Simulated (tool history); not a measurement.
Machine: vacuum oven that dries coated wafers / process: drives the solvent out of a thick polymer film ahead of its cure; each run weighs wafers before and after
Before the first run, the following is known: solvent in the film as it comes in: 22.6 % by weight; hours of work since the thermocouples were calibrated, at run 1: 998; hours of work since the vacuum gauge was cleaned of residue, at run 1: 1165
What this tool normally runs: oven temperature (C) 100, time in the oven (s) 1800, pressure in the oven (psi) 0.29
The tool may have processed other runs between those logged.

| run | hour | oven temperature (C) | time in the oven (s) | pressure in the oven (psi) | hours of work since the thermocouples were calibrated | hours of work since the vacuum gauge was cleaned of residue | solvent left in the film (%) |
|---|---|---|---|---|---|---|---|
| 1 | 0 | 100 | 1800 | 0.29 | 998 | 1165 | 4.86 |
|  | 5.8 | oven's thermocouples calibrated |
| 2 | 33.2 | 100 | 1800 | 0.29 | 21 | 1190 | 4.13 |
| 3 | 68.4 | 100 | 1800 | 0.29 | 49 | 1217 | 4.03 |
| 4 | 98.1 | 100 | 1800 | 0.29 | 72 | 1240 | 4.09 |
| 5 | 136.1 | 100 | 1800 | 0.58 | 102 | 1270 | 4.76 |
| 6 | 178.1 | 100 | 1800 | 0.58 | 135 | 1303 | 4.88 |
| 7 | 202.6 | 100 | 1800 | 0.29 | 154 | 1322 | 4.2 |
| 8 | 252.9 | 100 | 1800 | 0.29 | 193 | 1362 | 4.16 |
| 9 | 296.7 | 100 | 1800 | 0.29 | 227 | 1396 | 4.27 |
| 10 | 336.6 | 100 | 1800 | 0.29 | 259 | 1427 | 4.38 |
| 11 | 391 | 100 | 1800 | 0.29 | 301 | 1470 | 4.38 |
| 12 | 446.3 | 100 | 1800 | 0.29 | 344 | 1513 | 4.39 |
| 13 | 497.3 | 100 | 1800 | 0.29 | 384 | 1553 | 4.57 |
| 14 | 523.6 | 99 | 1800 | 0.29 | 405 | 1573 | 4.98 |
| 15 | 571.7 | 100 | 1080 | 0.585 | 442 | 1611 | 8.2 |
| 16 | 624.9 | 103 | 1740 | 0.17 | 484 | 1652 | 3.32 |
| 17 | 670.7 | 106 | 1800 | 0.363 | 520 | 1688 | 2.72 |
| 18 | 725.8 | 87 | 2220 | 0.29 | 563 | 1731 | 9.16 |
| 19 | 753.7 | 100 | 960 | 0.39 | 585 | 1753 | 8.79 |
| 20 | 788.8 | 100 | 1800 | 1.079 | 612 | 1781 | 6.53 |
| 21 | 811.8 | 100 | 1800 | 1.079 | 630 | 1799 | 6.54 |
| 22 | 847 | 100 | 1800 | 0.323 | 658 | 1826 | 4.81 |
| 23 | 879 | 88 | 2400 | 0.29 | 683 | 1851 | 8.41 |
| 24 | 922.6 | 88 | 960 | 0.29 | 717 | 1885 | 13.26 |
| 25 | 960.6 | 108 | 2160 | 0.29 | 747 | 1915 | 1.59 |
| 26 | 1016.1 | 103 | 2940 | 0.29 | 790 | 1958 | 1.89 |
| 27 | 1044.7 | 98 | 900 | 1.009 | 812 | 1981 | 11.39 |
| 28 | 1096.4 | 95 | 2280 | 0.6 | 853 | 2021 | 6.46 |

3 ways to go on from here, each from the tool as it stands after run 28. What would each give?
| A | 1135.7 | 95 | 2520 | 0.292 | 883 | 2052 | ? |
| B | 1135.7 | 100 | 3060 | 0.389 | 883 | 2052 | ? |
| C | 1135.7 | 110 | 1980 | 0.245 | 883 | 2052 | ? |

| run | solvent left in the film (%) |
|---|---|
| A | 5.01 |
| B | 2.74 |
| C | 1.41 |
What these runs would have given with no unlogged condition in the tool:
| run | solvent left in the film (%) |
|---|---|
| A | 3.88 |
| B | 1.98 |
| C | 0.92 |

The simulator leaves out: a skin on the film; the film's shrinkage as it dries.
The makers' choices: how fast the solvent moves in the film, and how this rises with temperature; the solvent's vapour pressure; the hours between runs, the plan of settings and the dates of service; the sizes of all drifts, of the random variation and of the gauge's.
